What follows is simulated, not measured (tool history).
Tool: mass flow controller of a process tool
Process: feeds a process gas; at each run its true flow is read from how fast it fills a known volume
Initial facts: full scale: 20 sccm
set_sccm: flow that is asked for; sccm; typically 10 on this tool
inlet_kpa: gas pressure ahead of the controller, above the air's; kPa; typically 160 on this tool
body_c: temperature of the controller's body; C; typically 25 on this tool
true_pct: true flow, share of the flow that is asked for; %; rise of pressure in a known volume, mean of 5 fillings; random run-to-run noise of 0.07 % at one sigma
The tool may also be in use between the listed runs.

run 1 hour=0 | set_sccm=10 inlet_kpa=160 body_c=25 | true_pct=98.3
run 2 hour=267.2 | set_sccm=10 inlet_kpa=160 body_c=25 | true_pct=98.3
run 3 hour=418.7 | set_sccm=10 inlet_kpa=160 body_c=25 | true_pct=98.2
run 4 hour=576.1 | set_sccm=10 inlet_kpa=160 body_c=21 | true_pct=98.22
run 5 hour=810.6 | set_sccm=12 inlet_kpa=160 body_c=25 | true_pct=98.67
run 6 hour=1002.4 | set_sccm=4 inlet_kpa=183 body_c=24 | true_pct=97.16
run 7 hour=1158.1 | set_sccm=3 inlet_kpa=149 body_c=21 | true_pct=96.93
run 8 hour=1379.6 | set_sccm=10 inlet_kpa=156 body_c=25 | true_pct=98.3
run 9 hour=1555.8 | set_sccm=3 inlet_kpa=160 body_c=27 | true_pct=97.23
run 10 hour=1809.6 | set_sccm=3 inlet_kpa=231 body_c=31 | true_pct=97.2

Here are 4 independent what-if runs from the current tool condition. What would each one return?
run A hour=1929 | set_sccm=6 inlet_kpa=141 body_c=25 | true_pct=?
run B hour=1929 | set_sccm=11 inlet_kpa=147 body_c=21 | true_pct=?
run C hour=1929 | set_sccm=6 inlet_kpa=155 body_c=38 | true_pct=?
run D hour=1929 | set_sccm=3 inlet_kpa=242 body_c=31 | true_pct=?

run=A true_pct=97.72
run=B true_pct=98.33
run=C true_pct=98.04
run=D true_pct=97.3
Without the tool's unlogged condition, the same runs would have read:
run=A true_pct=97.73
run=B true_pct=98.33
run=C true_pct=98.05
run=D true_pct=97.32
